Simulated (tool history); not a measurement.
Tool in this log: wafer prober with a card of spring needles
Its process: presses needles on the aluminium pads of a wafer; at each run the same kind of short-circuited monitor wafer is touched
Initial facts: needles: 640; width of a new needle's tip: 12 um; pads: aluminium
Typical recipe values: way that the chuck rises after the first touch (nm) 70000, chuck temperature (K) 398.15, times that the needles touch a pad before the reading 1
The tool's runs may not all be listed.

run   hour  way that the chuck rises after the first touch (nm)  chuck temperature (K)  times that the needles touch a pad before the reading  resistance of one needle with its contact and lead (mohm)  way that a needle slides on the pad (nm)
  1    0.0                                                70000                 398.15                                                      1                                                        239                                     11925
  2   16.9                                                70000                 299.15                                                      1                                                        266                                     11923
      21.5  -- tips cleaned on abrasive film
  3   28.7                                                70000                 299.15                                                      3                                                        165                                     11916
  4   41.0                                                70000                 398.15                                                      3                                                        197                                     11919
      55.1  -- tips cleaned on abrasive film
  5   56.3                                                70000                 398.15                                                      1                                                        185                                     11904
  6   76.6                                                70000                 398.15                                                      1                                                        271                                     11892
      88.6  -- tips cleaned on abrasive film
  7   94.2                                                70000                 398.15                                                      1                                                        207                                     11889
  8  114.0                                                70000                 398.15                                                      1                                                        271                                     11884
     122.7  -- tips cleaned on abrasive film
  9  122.9                                                70000                 398.15                                                      1                                                        174                                     11882
 10  136.9                                                70000                 398.15                                                      2                                                        212                                     11883
     156.4  -- tips cleaned on abrasive film
 11  156.4                                                70000                 398.15                                                      2                                                        168                                     11880
 12  173.4                                                70000                 398.15                                                      2                                                        221                                     11885
     174.7  -- height of the first contact set anew
 13  188.4                                                70000                 398.15                                                      1                                                        285                                     11843
     189.7  -- tips cleaned on abrasive film
     204.4  -- height of the first contact set anew, once more
 14  204.4                                                70000                 347.15                                                      1                                                        241                                     11927
 15  217.8                                                70000                 398.15                                                      1                                                        281                                     11935
     224.0  -- tips cleaned on abrasive film
 16  235.1                                                70000                 331.15                                                      1                                                        225                                     11912
 17  247.6                                                70000                 398.15                                                      1                                                        270                                     11914
     256.7  -- tips cleaned on abrasive film
 18  257.0                                                70000                 398.15                                                      1                                                        174                                     11912
 19  275.3                                                58000                 300.15                                                      2                                                        212                                      9875
     290.0  -- tips cleaned on abrasive film
 20  290.0                                                58000                 300.15                                                      2                                                        157                                      9870
 21  307.2                                                70000                 305.15                                                      3                                                        182                                     11903
     322.8  -- tips cleaned on abrasive film
 22  328.1                                                70000                 366.15                                                      2                                                        186                                     11903
 23  348.8                                                70000                 351.15                                                      2                                                        224                                     11891
     355.8  -- tips cleaned on abrasive film
 24  362.3                                                77000                 307.15                                                      1                                                        196                                     13080
 25  380.7                                                57000                 322.15                                                      1                                                        277                                      9664
     389.7  -- tips cleaned on abrasive film
 26  399.5                                                81000                 352.15                                                      1                                                        213                                     13753
 27  410.7                                                81000                 352.15                                                      1                                                        245                                     13764
     422.5  -- tips cleaned on abrasive film
 28  422.5                                                70000                 305.15                                                      2                                                        149                                     11875
 29  438.5                                                70000                 325.15                                                      3                                                        179                                     11866
 30  451.5                                                74000                 299.15                                                      1                                                        252                                     12551
     455.5  -- tips cleaned on abrasive film
 31  462.1                                                66000                 323.15                                                      2                                                        185                                     11176
 32  477.7                                                66000                 323.15                                                      2                                                        216                                     11171
     488.7  -- tips cleaned on abrasive film
 33  488.7                                                66000                 323.15                                                      2                                                        154                                     11159
 34  509.2                                                76000                 398.15                                                      2                                                        221                                     12870
     521.5  -- tips cleaned on abrasive film
 35  521.5                                                76000                 398.15                                                      2                                                        165                                     12871

For some of the steps in resistance of one needle with its contact and lead (mohm) from one run to the next: how much would appear even if the tool had no hidden state, given the settings, what came in and random variation, and how much remains for the hidden state plus any gauge scatter that the measured result and the result without hidden state don't share?
Unlogged tool condition in this case: debris on the tips, nm; way that the needles fall short of the set height, um; tips' diameter, um; drift of the gauge itself on contact_mohm, %; drift of the gauge itself on scrub_um, %.
Run 2 -> 3: times that the needles touch a pad before the reading 1 -> 3, tips cleaned on abrasive film. resistance of one needle with its contact and lead (mohm) -101: hidden state -99, all else -2.
Run 8 -> 9: tips cleaned on abrasive film. resistance of one needle with its contact and lead (mohm) -97: hidden state -98, all else +1.
Run 17 -> 18: tips cleaned on abrasive film. resistance of one needle with its contact and lead (mohm) -96: hidden state -95, all else -1.

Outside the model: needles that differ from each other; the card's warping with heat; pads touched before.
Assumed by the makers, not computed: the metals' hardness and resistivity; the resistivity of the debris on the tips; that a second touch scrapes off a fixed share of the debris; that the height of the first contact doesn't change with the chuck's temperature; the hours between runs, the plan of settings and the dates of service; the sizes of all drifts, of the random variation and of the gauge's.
